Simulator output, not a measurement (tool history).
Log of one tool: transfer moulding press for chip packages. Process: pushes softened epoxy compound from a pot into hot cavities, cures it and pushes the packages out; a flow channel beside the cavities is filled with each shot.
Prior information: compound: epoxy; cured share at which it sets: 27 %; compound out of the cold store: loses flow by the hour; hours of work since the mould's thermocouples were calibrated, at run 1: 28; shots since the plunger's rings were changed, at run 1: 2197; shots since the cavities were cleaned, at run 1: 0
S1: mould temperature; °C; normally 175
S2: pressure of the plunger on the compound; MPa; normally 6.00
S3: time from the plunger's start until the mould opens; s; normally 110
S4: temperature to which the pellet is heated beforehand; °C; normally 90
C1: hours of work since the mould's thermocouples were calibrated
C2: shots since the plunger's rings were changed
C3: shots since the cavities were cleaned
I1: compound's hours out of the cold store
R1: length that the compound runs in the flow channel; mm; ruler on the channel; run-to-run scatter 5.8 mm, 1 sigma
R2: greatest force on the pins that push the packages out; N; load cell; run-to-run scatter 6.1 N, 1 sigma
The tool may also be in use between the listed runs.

{"run": 1, "hour": 0.0, "S1": 175, "S2": 6.0, "S3": 110, "S4": 90, "C1": 28, "C2": 2197, "C3": 0, "I1": 47.2, "R1": 607, "R2": 219}
{"run": 2, "hour": 17.3, "S1": 175, "S2": 6.0, "S3": 110, "S4": 90, "C1": 37, "C2": 2333, "C3": 136, "I1": 14.3, "R1": 765, "R2": 258}
{"run": 3, "hour": 32.6, "S1": 175, "S2": 6.0, "S3": 110, "S4": 90, "C1": 44, "C2": 2452, "C3": 255, "I1": 43.1, "R1": 626, "R2": 262}
{"run": 4, "hour": 54.0, "S1": 175, "S2": 6.0, "S3": 110, "S4": 90, "C1": 54, "C2": 2618, "C3": 421, "I1": 24.5, "R1": 718, "R2": 284}
{"run": 5, "hour": 66.3, "S1": 175, "S2": 6.0, "S3": 110, "S4": 90, "C1": 60, "C2": 2714, "C3": 517, "I1": 39.5, "R1": 635, "R2": 295}
{"hour": 82.9, "done": "cavities cleaned with cleaning compound and waxed"}
{"run": 6, "hour": 87.5, "S1": 175, "S2": 6.0, "S3": 110, "S4": 90, "C1": 70, "C2": 2869, "C3": 36, "I1": 35.3, "R1": 644, "R2": 244}
{"run": 7, "hour": 112.7, "S1": 175, "S2": 7.25, "S3": 110, "S4": 90, "C1": 82, "C2": 3065, "C3": 232, "I1": 23.6, "R1": 767, "R2": 265}
{"run": 8, "hour": 137.8, "S1": 175, "S2": 6.0, "S3": 110, "S4": 90, "C1": 94, "C2": 3260, "C3": 427, "I1": 32.7, "R1": 655, "R2": 298}
{"run": 9, "hour": 154.9, "S1": 175, "S2": 6.0, "S3": 110, "S4": 81, "C1": 102, "C2": 3394, "C3": 561, "I1": 29.4, "R1": 675, "R2": 299}
{"hour": 165.8, "done": "cavities cleaned with cleaning compound and waxed"}
{"hour": 173.4, "done": "plunger's sealing rings changed"}
{"run": 10, "hour": 183.2, "S1": 175, "S2": 6.0, "S3": 110, "S4": 81, "C1": 114, "C2": 76, "C3": 115, "I1": 38.4, "R1": 670, "R2": 248}
{"run": 11, "hour": 207.9, "S1": 175, "S2": 6.0, "S3": 110, "S4": 81, "C1": 126, "C2": 270, "C3": 309, "I1": 47.2, "R1": 629, "R2": 264}
{"run": 12, "hour": 232.2, "S1": 175, "S2": 6.0, "S3": 110, "S4": 81, "C1": 138, "C2": 459, "C3": 498, "I1": 16.7, "R1": 774, "R2": 304}
{"run": 13, "hour": 243.3, "S1": 175, "S2": 6.0, "S3": 110, "S4": 81, "C1": 143, "C2": 545, "C3": 584, "I1": 19.0, "R1": 762, "R2": 301}
{"hour": 252.9, "done": "cavities cleaned with cleaning compound and waxed"}
{"run": 14, "hour": 261.9, "S1": 175, "S2": 6.0, "S3": 110, "S4": 81, "C1": 151, "C2": 679, "C3": 70, "I1": 40.3, "R1": 661, "R2": 241}
{"run": 15, "hour": 281.4, "S1": 175, "S2": 6.0, "S3": 110, "S4": 81, "C1": 161, "C2": 831, "C3": 222, "I1": 8.4, "R1": 832, "R2": 275}
{"run": 16, "hour": 303.3, "S1": 169, "S2": 6.0, "S3": 110, "S4": 97, "C1": 171, "C2": 1002, "C3": 393, "I1": 23.3, "R1": 763, "R2": 382}
{"run": 17, "hour": 317.2, "S1": 168, "S2": 5.36, "S3": 110, "S4": 90, "C1": 178, "C2": 1110, "C3": 501, "I1": 34.8, "R1": 667, "R2": 409}
{"hour": 336.8, "done": "cavities cleaned with cleaning compound and waxed"}
{"run": 18, "hour": 342.1, "S1": 168, "S2": 5.36, "S3": 110, "S4": 90, "C1": 189, "C2": 1293, "C3": 41, "I1": 17.7, "R1": 746, "R2": 371}
{"run": 19, "hour": 357.7, "S1": 168, "S2": 5.36, "S3": 110, "S4": 90, "C1": 197, "C2": 1415, "C3": 163, "I1": 13.4, "R1": 780, "R2": 404}
{"run": 20, "hour": 384.5, "S1": 178, "S2": 6.0, "S3": 110, "S4": 81, "C1": 210, "C2": 1624, "C3": 372, "I1": 35.4, "R1": 662, "R2": 255}
{"run": 21, "hour": 409.9, "S1": 175, "S2": 7.48, "S3": 134, "S4": 90, "C1": 222, "C2": 1821, "C3": 569, "I1": 30.5, "R1": 767, "R2": 246}
{"hour": 421.2, "done": "cavities cleaned with cleaning compound and waxed"}
{"run": 22, "hour": 437.6, "S1": 177, "S2": 4.88, "S3": 134, "S4": 90, "C1": 235, "C2": 2026, "C3": 128, "I1": 32.6, "R1": 614, "R2": 223}
{"run": 23, "hour": 460.6, "S1": 175, "S2": 6.0, "S3": 124, "S4": 92, "C1": 246, "C2": 2206, "C3": 308, "I1": 33.8, "R1": 670, "R2": 252}
{"run": 24, "hour": 482.7, "S1": 173, "S2": 6.52, "S3": 102, "S4": 84, "C1": 256, "C2": 2378, "C3": 480, "I1": 20.9, "R1": 776, "R2": 381}
{"hour": 504.9, "done": "cavities cleaned with cleaning compound and waxed"}
{"run": 25, "hour": 506.9, "S1": 176, "S2": 6.01, "S3": 110, "S4": 85, "C1": 267, "C2": 2555, "C3": 15, "I1": 34.0, "R1": 662, "R2": 226}
{"run": 26, "hour": 533.1, "S1": 176, "S2": 6.01, "S3": 110, "S4": 85, "C1": 280, "C2": 2759, "C3": 219, "I1": 26.7, "R1": 694, "R2": 262}
{"run": 27, "hour": 559.6, "S1": 176, "S2": 6.01, "S3": 110, "S4": 85, "C1": 293, "C2": 2966, "C3": 426, "I1": 28.0, "R1": 683, "R2": 283}
{"run": 28, "hour": 576.1, "S1": 175, "S2": 6.0, "S3": 113, "S4": 92, "C1": 301, "C2": 3095, "C3": 555, "I1": 14.3, "R1": 763, "R2": 305}

Consider 3 possible next runs. They are alternatives, not a sequence: every one starts from the tool as it was left by run 28. What does each give?
{"hour": 589.2, "done": "cavities cleaned with cleaning compound and waxed"}
{"run": "A", "hour": 597.8, "S1": 175, "S2": 4.62, "S3": 113, "S4": 92, "C1": 310, "C2": 3252, "C3": 67, "I1": 43.8, "R1": "?", "R2": "?"}
{"hour": 589.2, "done": "cavities cleaned with cleaning compound and waxed"}
{"run": "B", "hour": 597.8, "S1": 177, "S2": 6.0, "S3": 110, "S4": 90, "C1": 310, "C2": 3252, "C3": 67, "I1": 44.2, "R1": "?", "R2": "?"}
{"hour": 589.2, "done": "cavities cleaned with cleaning compound and waxed"}
{"run": "C", "hour": 597.8, "S1": 167, "S2": 7.02, "S3": 135, "S4": 92, "C1": 310, "C2": 3252, "C3": 67, "I1": 12.5, "R1": "?", "R2": "?"}

run=A R1=535 R2=229
run=B R1=606 R2=227
run=C R1=860 R2=284
The same runs, with their run-to-run variation unchanged, on a tool lacking any hidden condition would have given:
run=A R1=572 R2=210
run=B R1=649 R2=210
run=C R1=920 R2=258
